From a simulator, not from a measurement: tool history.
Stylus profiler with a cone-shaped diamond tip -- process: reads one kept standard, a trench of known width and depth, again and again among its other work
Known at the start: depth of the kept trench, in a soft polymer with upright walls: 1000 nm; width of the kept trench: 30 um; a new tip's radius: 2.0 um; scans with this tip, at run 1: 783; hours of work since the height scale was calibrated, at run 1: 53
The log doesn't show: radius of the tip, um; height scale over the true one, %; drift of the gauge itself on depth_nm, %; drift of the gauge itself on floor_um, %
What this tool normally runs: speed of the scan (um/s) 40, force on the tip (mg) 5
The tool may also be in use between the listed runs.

run,hour,speed of the scan (um/s),force on the tip (mg),scans with this tip,hours of work since the height scale was calibrated,depth of the trench (angstrom),width of the trench's floor (µm)
1,0,40,5,783,53,10259.5,26.5
2,22.3,40,4.55,1010,69,10245.8,26.5
3,37.9,40,4.55,1169,79,10240.5,26.5
4,53.3,40,5,1325,90,10256.5,26.47
5,80.5,40,5,1603,109,10258.3,26.49
6,103.9,40,5,1842,125,10257.6,26.49
7,128.4,40,5,2091,142,10253.2,26.42
8,157.7,40,5,2389,162,10256.1,26.47
9,177.4,40,5,2590,176,10255.2,26.41
10,207.8,40,5,2900,197,10256.2,26.45
11,226.2,40,5,3088,210,10256,26.35
12,256.6,40,5,3397,231,10252.1,26.39
13,275.7,40,5,3592,244,10250.3,26.41
14,302.1,40,1.76,3861,262,10122.4,26.29
15,333.7,40,5,4183,284,10246,26.34
16,352.7,22,5,4377,297,10250.1,26.33
17,381.2,22,5,4668,317,10246.7,26.34
18,394.8,22,5,4806,326,10248.2,26.33
19,419.4,99,7.92,5056,343,10344.2,26.24
20,435.2,40,4.27,5218,354,10218.7,26.29
21,458.5,12,5.75,5455,370,10271.1,26.29
22,488.9,11,5.44,5765,391,10261.6,26.36
23,517.7,11,5.44,6059,411,10261.5,26.33
24,533.4,13,10.01,6219,422,10400.3,26.27
25,549.9,12,11.09,6387,434,10428.5,26.24
26,567.8,12,11.09,6569,446,10428.2,26.25
27,582.5,108,3.8,6719,456,10202.3,26.04
28,599.1,108,3.8,6888,468,10198.7,26.06
29,612,108,3.8,7020,477,10202.6,26.09
30,624.9,82,6.12,7151,486,10281.3,26.1
31,641.7,82,6.12,7323,497,10281,26.13
32,671.1,40,2.03,7622,518,10124.7,26.16
33,701.2,18,3.53,7928,538,10188.8,26.23
34,716.5,36,10.67,8085,549,10415.2,26.18

Predict each of these 3 candidate next runs independently; none follows another, all start after run 34:
A,733.9,21,8.71,8262,561,?,?
B,733.9,36,3.8,8262,561,?,?
C,733.9,36,3.11,8262,561,?,?

run,depth of the trench (angstrom),width of the trench's floor (µm)
A,10360.1,26.19
B,10202.6,26.17
C,10172.4,26.14
Stripped of hidden state, with their random variation kept, the same runs would have yielded:
run,depth of the trench (angstrom),width of the trench's floor (µm)
A,10376.6,26.5
B,10218.8,26.49
C,10188.5,26.46
